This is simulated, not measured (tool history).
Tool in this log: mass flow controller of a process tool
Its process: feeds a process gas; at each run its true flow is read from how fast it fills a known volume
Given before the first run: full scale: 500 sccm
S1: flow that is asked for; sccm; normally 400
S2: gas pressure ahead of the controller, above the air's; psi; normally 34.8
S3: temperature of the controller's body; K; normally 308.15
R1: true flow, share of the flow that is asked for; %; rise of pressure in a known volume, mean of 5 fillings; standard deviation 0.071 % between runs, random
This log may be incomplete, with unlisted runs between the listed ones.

run    hour   S1    S2      S3      R1
  1     0.0  400  34.8  308.15  101.63
  2   375.1  400  34.8  308.15  101.58
  3   719.1  400  34.8  308.15  101.87
  4  1093.6  400  34.8  308.15  101.82
  5  1520.0  400  34.8  293.15  100.86
  6  1820.1  400  34.8  293.15  100.97
  7  2034.8  400  34.8  293.15  100.98
  8  2345.6  400  34.8  293.15  100.96
  9  2695.2  400  34.8  293.15  101.04
 10  3074.6  400  34.8  293.15  101.13
 11  3356.2  400  34.8  293.15  101.24
 12  3744.0  400  34.8  293.15  101.29
 13  3976.2   83  29.3  308.15  105.18
     4226.1  -- controller's zero set anew
 14  4307.7   83  30.7  312.15  100.80
 15  4534.8   83  22.8  312.15  100.96
 16  4927.6  472  34.8  295.15  100.78
 17  5113.9  338  29.9  303.15  101.14
 18  5427.3  338  29.9  303.15  101.13
 19  5733.3   89  40.0  299.15  100.50
 20  6061.5   89  40.0  299.15  100.63

Alternative continuations, all from the tool just after run 20; predict every row:
  A  6235.4   89  40.0  299.15   ?
  B  6235.4  119  25.2  313.15   ?
  C  6235.4  185  40.0  312.15   ?
  D  6235.4  264  20.6  293.15   ?

run      R1
  A  100.75
  B  101.69
  C  101.40
  D  100.61
Without the tool's hidden state the same runs would have given:
run     R1
  A  98.33
  B  99.56
  C  99.56
  D  98.92
